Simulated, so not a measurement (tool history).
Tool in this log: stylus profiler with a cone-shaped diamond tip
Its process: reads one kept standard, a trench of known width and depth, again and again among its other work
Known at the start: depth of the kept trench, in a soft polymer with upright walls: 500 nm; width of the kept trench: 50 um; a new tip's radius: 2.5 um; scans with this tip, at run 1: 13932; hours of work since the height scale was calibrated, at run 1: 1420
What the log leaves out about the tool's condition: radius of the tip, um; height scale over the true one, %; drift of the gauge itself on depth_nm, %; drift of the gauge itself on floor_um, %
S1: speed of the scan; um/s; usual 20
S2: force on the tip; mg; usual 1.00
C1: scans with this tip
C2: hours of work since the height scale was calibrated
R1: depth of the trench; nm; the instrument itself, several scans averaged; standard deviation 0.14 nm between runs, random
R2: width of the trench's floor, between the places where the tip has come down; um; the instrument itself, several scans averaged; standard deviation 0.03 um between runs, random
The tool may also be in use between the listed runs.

run     day  S1    S2     C1    C2      R1     R2
  1   0.000  20  1.00  13932  1420  503.64  45.60
  2   1.954  20  1.00  14205  1448  503.96  45.52
  3   4.450  20  1.00  14554  1484  504.09  45.51
  4   6.100  20  1.00  14784  1507  503.94  45.50
  5   7.354  20  1.00  14960  1525  504.07  45.47
  6  10.175  17  1.00  15354  1565  504.17  45.42
  7  11.517  17  1.00  15541  1584  504.05  45.47
  8  13.204  17  1.00  15778  1609  504.09  45.46
     13.504  -- height scale calibrated on a step standard
  9  15.142  20  1.00  16046    23  504.39  45.39
 10  16.854  20  1.00  16285    48  504.71  45.36
 11  18.833  20  1.00  16562    76  504.61  45.34
 12  21.171   5  0.55  16888   109  503.95  45.34
 13  23.762  34  1.40  17251   146  505.31  45.32
 14  26.296   5  0.39  17605   182  503.31  45.36
     26.800  -- height scale calibrated on a step standard, once more
 15  29.350   5  0.39  18029    36  501.61  45.25
 16  31.979   6  0.39  18397    74  501.73  45.18
 17  33.338  76  0.39  18586    93  501.65  44.90
 18  35.992  12  0.50  18957   131  501.97  45.17
 19  38.900  12  0.50  19364   172  502.06  45.17
 20  40.775  12  0.50  19626   199  502.01  45.11
 21  42.962   8  0.46  19932   230  502.01  45.16
 22  45.988   8  0.46  20355   273  502.02  44.99

How the hidden state differs across the entries between the runs, from the last listed run before each to the first after it:
After run 8, before run 9: height scale calibrated on a step standard (day 13.504)
  radius of the tip, um: 5.36 -> 5.41; height scale over the true one, %: 0.261 -> 0.349
  measured value less the no-hidden-state value, R1: +1.31 -> +1.75 nm; R2: -1.52 -> -1.54 um
After run 14, before run 15: height scale calibrated on a step standard, once more (day 26.800)
  radius of the tip, um: 5.68 -> 5.75; height scale over the true one, %: 0.373 -> 0.047
  measured value less the no-hidden-state value, R1: +1.87 -> +0.24 nm; R2: -1.65 -> -1.69 um
